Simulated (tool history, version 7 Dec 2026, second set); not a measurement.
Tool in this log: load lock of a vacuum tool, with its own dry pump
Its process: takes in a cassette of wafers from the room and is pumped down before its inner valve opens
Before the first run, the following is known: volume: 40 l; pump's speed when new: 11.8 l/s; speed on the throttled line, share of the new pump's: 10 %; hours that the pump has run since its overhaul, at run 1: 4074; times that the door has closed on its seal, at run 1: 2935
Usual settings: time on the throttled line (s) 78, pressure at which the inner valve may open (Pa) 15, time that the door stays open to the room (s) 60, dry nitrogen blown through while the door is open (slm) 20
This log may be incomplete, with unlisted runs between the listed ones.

| run | day | time on the throttled line (s) | pressure at which the inner valve may open (Pa) | time that the door stays open to the room (s) | dry nitrogen blown through while the door is open (slm) | hours that the pump has run since its overhaul | times that the door has closed on its seal | incoming humidity of the room's air, % | time from the closed door until the inner valve may open (s) | rise of the pressure with all valves shut (Pa/min) |
|---|---|---|---|---|---|---|---|---|---|---|
| 1 | 0.000 | 78 | 15 | 60 | 20 | 4074 | 2935 | 46.8 | 100.5 | 0.042 |
| 2 | 24.400 | 78 | 15 | 60 | 20 | 4660 | 5212 | 46.2 | 98.7 | 0.041 |
| 3 | 38.462 | 78 | 29 | 60 | 20 | 4998 | 6524 | 46.6 | 97.1 | 0.044 |
| 4 | 65.088 | 78 | 29 | 60 | 20 | 5637 | 9009 | 45.2 | 97.5 | 0.041 |
| 5 | 78.321 | 129 | 29 | 60 | 20 | 5954 | 10244 | 42.8 | 144.0 | 0.037 |
| 6 | 97.242 | 78 | 15 | 60 | 20 | 6408 | 12010 | 43.0 | 100.7 | 0.034 |
| 7 | 111.492 | 78 | 15 | 47 | 20 | 6750 | 13340 | 46.0 | 99.9 | 0.034 |
| 8 | 132.825 | 78 | 15 | 60 | 20 | 7262 | 15331 | 45.9 | 99.4 | 0.036 |
| 9 | 148.771 | 78 | 15 | 60 | 18 | 7645 | 16819 | 47.5 | 100.3 | 0.040 |
| 10 | 169.500 | 78 | 15 | 60 | 20 | 8142 | 18753 | 46.9 | 100.8 | 0.041 |
| 11 | 180.879 | 78 | 15 | 60 | 20 | 8416 | 19815 | 46.7 | 98.6 | 0.038 |
| 12 | 197.929 | 78 | 15 | 60 | 20 | 8825 | 21406 | 42.9 | 99.9 | 0.037 |
| 13 | 212.296 | 78 | 15 | 159 | 20 | 9170 | 22747 | 44.4 | 100.9 | 0.085 |
| 14 | 230.142 | 78 | 15 | 159 | 20 | 9598 | 24413 | 46.8 | 99.5 | 0.085 |
| 15 | 257.188 | 91 | 15 | 60 | 20 | 10247 | 26937 | 44.5 | 111.7 | 0.041 |
| 16 | 269.533 | 91 | 15 | 60 | 20 | 10543 | 28089 | 43.1 | 112.0 | 0.041 |
| 17 | 294.846 | 78 | 15 | 31 | 20 | 11151 | 30451 | 41.4 | 100.4 | 0.025 |
|  | 299.183 | dry pump taken out, an overhauled one fitted |
| 18 | 307.121 | 78 | 15 | 191 | 20 | 190 | 31574 | 45.8 | 99.1 | 0.093 |
| 19 | 321.475 | 78 | 15 | 98 | 14 | 535 | 32913 | 44.9 | 98.8 | 0.066 |
| 20 | 343.262 | 78 | 15 | 98 | 8 | 1058 | 34947 | 47.9 | 99.5 | 0.084 |
| 21 | 368.375 | 117 | 15 | 60 | 16 | 1661 | 37290 | 42.6 | 134.8 | 0.044 |
| 22 | 393.058 | 117 | 15 | 60 | 16 | 2253 | 39594 | 43.4 | 135.0 | 0.046 |
| 23 | 409.325 | 117 | 15 | 60 | 16 | 2643 | 41112 | 44.5 | 134.5 | 0.041 |
| 24 | 422.246 | 117 | 15 | 60 | 16 | 2953 | 42318 | 48.0 | 135.1 | 0.050 |
| 25 | 443.208 | 78 | 26 | 60 | 25 | 3457 | 44274 | 46.2 | 98.2 | 0.044 |
|  | 445.600 | door's seal changed, seat wiped |
| 26 | 464.504 | 64 | 15 | 52 | 10 | 3966 | 1765 | 44.9 | 86.8 | 0.045 |
| 27 | 486.696 | 64 | 15 | 92 | 22 | 4499 | 3835 | 44.9 | 86.8 | 0.052 |
| 28 | 502.508 | 64 | 15 | 92 | 22 | 4878 | 5311 | 48.3 | 86.7 | 0.051 |
| 29 | 529.508 | 99 | 25 | 30 | 10 | 5526 | 7831 | 43.5 | 117.6 | 0.026 |
| 30 | 556.267 | 101 | 15 | 43 | 19 | 6168 | 10328 | 43.1 | 120.9 | 0.028 |
| 31 | 580.921 | 53 | 15 | 44 | 19 | 6760 | 12629 | 46.9 | 77.6 | 0.034 |

What does the tool deliver on the next run?
| 32 | 592.679 | 88 | 14 | 60 | 22 | 7042 | 13727 | 46.2 | ? | ? |

time from the closed door until the inner valve may open (s): 108.3
rise of the pressure with all valves shut (Pa/min): 0.035
Had the tool carried no hidden state, the very same run would have given time from the closed door until the inner valve may open (s) 108.3, rise of the pressure with all valves shut (Pa/min) 0.035.
